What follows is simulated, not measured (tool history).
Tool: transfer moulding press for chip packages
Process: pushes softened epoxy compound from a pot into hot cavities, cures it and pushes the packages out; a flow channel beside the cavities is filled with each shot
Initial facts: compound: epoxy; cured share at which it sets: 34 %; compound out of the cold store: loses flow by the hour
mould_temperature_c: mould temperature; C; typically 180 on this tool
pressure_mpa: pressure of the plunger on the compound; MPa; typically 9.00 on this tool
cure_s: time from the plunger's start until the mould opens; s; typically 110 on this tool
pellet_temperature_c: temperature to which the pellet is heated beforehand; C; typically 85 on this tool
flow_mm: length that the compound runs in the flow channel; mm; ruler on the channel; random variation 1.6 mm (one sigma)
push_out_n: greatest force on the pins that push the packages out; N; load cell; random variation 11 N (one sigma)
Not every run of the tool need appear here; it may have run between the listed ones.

run	hour	mould_temperature_c	pressure_mpa	cure_s	pellet_temperature_c	incoming compound's hours out of the cold store	flow_mm	push_out_n
1	0.0	180	9.00	110	85	41.9	897	525
2	24.9	180	9.00	119	85	38.6	903	648
# hour 49.9: cavities cleaned with cleaning compound and waxed
3	50.8	180	7.59	119	85	45.0	810	491
4	67.1	180	7.59	119	85	14.6	894	644
# hour 98.8: cavities cleaned with cleaning compound and waxed
# hour 104.3: plunger's sealing rings changed
5	110.2	180	7.59	119	85	43.4	840	547
6	147.3	180	7.59	119	85	16.2	916	783
# hour 152.3: cavities cleaned with cleaning compound and waxed
7	175.0	180	9.00	110	85	25.5	966	749
# hour 202.3: cavities cleaned with cleaning compound and waxed
8	212.7	180	9.00	110	85	8.3	1020	678
9	235.7	180	9.00	110	85	12.7	1001	809
# hour 253.8: cavities cleaned with cleaning compound and waxed
10	255.2	180	9.00	110	85	40.3	912	540
11	272.8	180	9.00	110	85	32.4	933	704
12	292.7	180	9.00	110	85	39.7	910	798
# hour 304.3: cavities cleaned with cleaning compound and waxed
13	319.1	180	9.00	133	85	47.4	885	549
14	335.6	173	6.84	130	94	9.2	907	912
# hour 355.0: cavities cleaned with cleaning compound and waxed
15	373.2	173	8.37	130	94	12.6	989	793
16	401.6	182	8.37	122	94	21.6	913	727
# hour 406.3: cavities cleaned with cleaning compound and waxed
17	435.1	182	8.37	122	94	25.6	896	634
# hour 455.4: cavities cleaned with cleaning compound and waxed
18	460.4	182	8.37	99	79	15.4	928	672
# hour 466.7: plunger's sealing rings changed
19	491.4	182	8.37	99	79	30.8	911	868
# hour 507.1: cavities cleaned with cleaning compound and waxed
20	526.5	182	8.37	99	79	33.5	899	741
21	549.0	179	6.86	117	87	22.7	853	837
# hour 556.3: cavities cleaned with cleaning compound and waxed
22	584.2	179	6.86	128	91	16.7	868	676
# hour 605.9: cavities cleaned with cleaning compound and waxed
23	612.4	179	6.86	128	91	11.5	879	528
24	634.2	179	6.86	128	91	44.8	785	644
# hour 658.1: cavities cleaned with cleaning compound and waxed
25	674.7	179	6.86	128	91	12.3	873	589
# hour 709.0: cavities cleaned with cleaning compound and waxed
26	713.2	179	6.86	128	91	43.2	785	491

Below are 5 alternative next runs, each starting from the tool's condition after run 26. Predict each:
A	735.8	179	9.85	128	80	19.2	?	?
B	735.8	180	9.00	110	92	34.9	?	?
C	735.8	179	9.16	126	91	46.8	?	?
D	735.8	183	10.16	128	79	37.8	?	?
E	735.8	180	9.00	110	93	20.5	?	?

run	flow_mm	push_out_n
A	1020	697
B	914	712
C	894	674
D	955	605
E	959	766
Stripped of hidden state, with their random variation kept, the same runs would have yielded:
run	flow_mm	push_out_n
A	1045	482
B	937	485
C	916	465
D	979	420
E	983	519
